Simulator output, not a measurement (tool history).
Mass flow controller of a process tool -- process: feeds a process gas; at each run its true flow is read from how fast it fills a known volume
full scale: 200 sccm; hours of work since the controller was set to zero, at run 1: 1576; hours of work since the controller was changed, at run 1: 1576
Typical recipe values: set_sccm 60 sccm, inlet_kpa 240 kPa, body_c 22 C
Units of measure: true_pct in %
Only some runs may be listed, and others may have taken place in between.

| run | hour | set_sccm | inlet_kpa | body_c | hours of work since the controller was set to zero | hours of work since the controller was changed | true_pct |
|---|---|---|---|---|---|---|---|
| 1 | 0 | 60 | 240 | 22 | 1576 | 1576 | 98.21 |
| 2 | 38 | 60 | 240 | 22 | 1596 | 1596 | 98.17 |
| 3 | 94.6 | 60 | 240 | 22 | 1626 | 1626 | 98.31 |
| 4 | 173.2 | 60 | 195 | 22 | 1667 | 1667 | 98.47 |
| 5 | 247.7 | 60 | 240 | 22 | 1707 | 1707 | 98.33 |
| 6 | 319.1 | 60 | 240 | 22 | 1744 | 1744 | 98.33 |
| 7 | 384.3 | 60 | 240 | 29 | 1779 | 1779 | 98.77 |
| 8 | 443.4 | 120 | 240 | 22 | 1810 | 1810 | 98.77 |
| 9 | 496.1 | 51 | 191 | 22 | 1838 | 1838 | 98.45 |
| 10 | 561.3 | 29 | 237 | 34 | 1872 | 1872 | 98.91 |
| 11 | 603.3 | 29 | 237 | 34 | 1894 | 1894 | 98.78 |
| 12 | 668.1 | 83 | 237 | 36 | 1929 | 1929 | 99.56 |
| 13 | 705.5 | 114 | 240 | 38 | 1948 | 1948 | 99.94 |
| 14 | 763.8 | 77 | 240 | 22 | 1979 | 1979 | 98.4 |
| 15 | 807.3 | 77 | 240 | 22 | 2002 | 2002 | 98.29 |
| 16 | 865.5 | 60 | 240 | 24 | 2033 | 2033 | 98.44 |

Forecast each of these 3 alternatives for the next run:
| A | 916.6 | 56 | 209 | 24 | 2060 | 2060 | ? |
| B | 916.6 | 60 | 152 | 35 | 2060 | 2060 | ? |
| C | 916.6 | 21 | 240 | 37 | 2060 | 2060 | ? |

| run | true_pct |
|---|---|
| A | 98.49 |
| B | 99.77 |
| C | 99.08 |
With no hidden state in the tool, these same runs would have given:
| run | true_pct |
|---|---|
| A | 98.49 |
| B | 99.78 |
| C | 99.09 |
